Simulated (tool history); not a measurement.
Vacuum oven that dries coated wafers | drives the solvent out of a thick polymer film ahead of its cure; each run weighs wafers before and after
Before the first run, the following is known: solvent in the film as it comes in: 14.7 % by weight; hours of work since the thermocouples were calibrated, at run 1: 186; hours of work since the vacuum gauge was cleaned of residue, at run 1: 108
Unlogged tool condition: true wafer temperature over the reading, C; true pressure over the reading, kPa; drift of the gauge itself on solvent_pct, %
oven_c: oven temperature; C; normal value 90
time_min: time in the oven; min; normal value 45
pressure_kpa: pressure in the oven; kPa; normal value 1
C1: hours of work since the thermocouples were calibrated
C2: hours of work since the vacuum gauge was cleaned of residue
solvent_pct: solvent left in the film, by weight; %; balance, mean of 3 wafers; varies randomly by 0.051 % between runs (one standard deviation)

run 1 hour=0 | oven_c=90 time_min=45 pressure_kpa=1 | C1=186 C2=108 | solvent_pct=2.07
run 2 hour=14.7 | oven_c=90 time_min=67 pressure_kpa=1 | C1=193 C2=114 | solvent_pct=0.93
run 3 hour=33 | oven_c=90 time_min=67 pressure_kpa=1 | C1=201 C2=123 | solvent_pct=1.02
run 4 hour=49.5 | oven_c=90 time_min=67 pressure_kpa=1 | C1=209 C2=130 | solvent_pct=0.99
run 5 hour=58.5 | oven_c=90 time_min=45 pressure_kpa=1 | C1=213 C2=135 | solvent_pct=1.98
run 6 hour=70.3 | oven_c=90 time_min=45 pressure_kpa=1 | C1=218 C2=140 | solvent_pct=2.12
run 7 hour=85.3 | oven_c=90 time_min=45 pressure_kpa=1 | C1=225 C2=147 | solvent_pct=2.08
run 8 hour=100.3 | oven_c=99 time_min=45 pressure_kpa=1 | C1=232 C2=154 | solvent_pct=0.67
run 9 hour=112.5 | oven_c=99 time_min=45 pressure_kpa=1 | C1=238 C2=160 | solvent_pct=0.72
run 10 hour=122.2 | oven_c=76 time_min=45 pressure_kpa=1 | C1=242 C2=164 | solvent_pct=5.77
run 11 hour=132.7 | oven_c=76 time_min=45 pressure_kpa=1 | C1=247 C2=169 | solvent_pct=5.74
run 12 hour=147.2 | oven_c=76 time_min=65 pressure_kpa=1 | C1=254 C2=176 | solvent_pct=4.26
run 13 hour=159.1 | oven_c=76 time_min=65 pressure_kpa=1 | C1=259 C2=181 | solvent_pct=4.15
run 14 hour=170.4 | oven_c=90 time_min=45 pressure_kpa=3.04 | C1=265 C2=186 | solvent_pct=2.61
run 15 hour=181.7 | oven_c=85 time_min=45 pressure_kpa=1 | C1=270 C2=192 | solvent_pct=3.14
run 16 hour=194.6 | oven_c=85 time_min=45 pressure_kpa=1 | C1=276 C2=198 | solvent_pct=3.25
run 17 hour=208.3 | oven_c=85 time_min=45 pressure_kpa=1 | C1=282 C2=204 | solvent_pct=3.3
run 18 hour=218.4 | oven_c=77 time_min=42 pressure_kpa=2.28 | C1=287 C2=209 | solvent_pct=6.04
run 19 hour=232.7 | oven_c=105 time_min=28 pressure_kpa=3.84 | C1=293 C2=215 | solvent_pct=1.4
run 20 hour=247.6 | oven_c=105 time_min=28 pressure_kpa=3.84 | C1=300 C2=222 | solvent_pct=1.33
run 21 hour=255.9 | oven_c=93 time_min=45 pressure_kpa=0.65 | C1=304 C2=226 | solvent_pct=1.32
run 22 hour=272.3 | oven_c=90 time_min=35 pressure_kpa=0.64 | C1=312 C2=234 | solvent_pct=2.89
run 23 hour=284.4 | oven_c=90 time_min=59 pressure_kpa=0.64 | C1=317 C2=239 | solvent_pct=1.16
run 24 hour=296.3 | oven_c=88 time_min=59 pressure_kpa=2.2 | C1=323 C2=245 | solvent_pct=2
run 25 hour=313.6 | oven_c=90 time_min=42 pressure_kpa=0.58 | C1=331 C2=253 | solvent_pct=2.23
run 26 hour=331.2 | oven_c=90 time_min=42 pressure_kpa=0.58 | C1=339 C2=261 | solvent_pct=2.19
run 27 hour=346 | oven_c=90 time_min=54 pressure_kpa=1.75 | C1=346 C2=268 | solvent_pct=1.69
run 28 hour=358.5 | oven_c=98 time_min=45 pressure_kpa=0.9 | C1=352 C2=274 | solvent_pct=0.78
run 29 hour=371 | oven_c=89 time_min=45 pressure_kpa=2.36 | C1=358 C2=279 | solvent_pct=2.59

Forecast each of these 3 alternatives for the next run:
run A hour=381.2 | oven_c=90 time_min=45 pressure_kpa=1.64 | C1=362 C2=284 | solvent_pct=?
run B hour=381.2 | oven_c=80 time_min=45 pressure_kpa=2.36 | C1=362 C2=284 | solvent_pct=?
run C hour=381.2 | oven_c=96 time_min=45 pressure_kpa=1.1 | C1=362 C2=284 | solvent_pct=?

run=A solvent_pct=2.21
run=B solvent_pct=5.05
run=C solvent_pct=1.08
Had the tool no hidden state, the same runs would have come out as:
run=A solvent_pct=2.2
run=B solvent_pct=5.05
run=C solvent_pct=1.08

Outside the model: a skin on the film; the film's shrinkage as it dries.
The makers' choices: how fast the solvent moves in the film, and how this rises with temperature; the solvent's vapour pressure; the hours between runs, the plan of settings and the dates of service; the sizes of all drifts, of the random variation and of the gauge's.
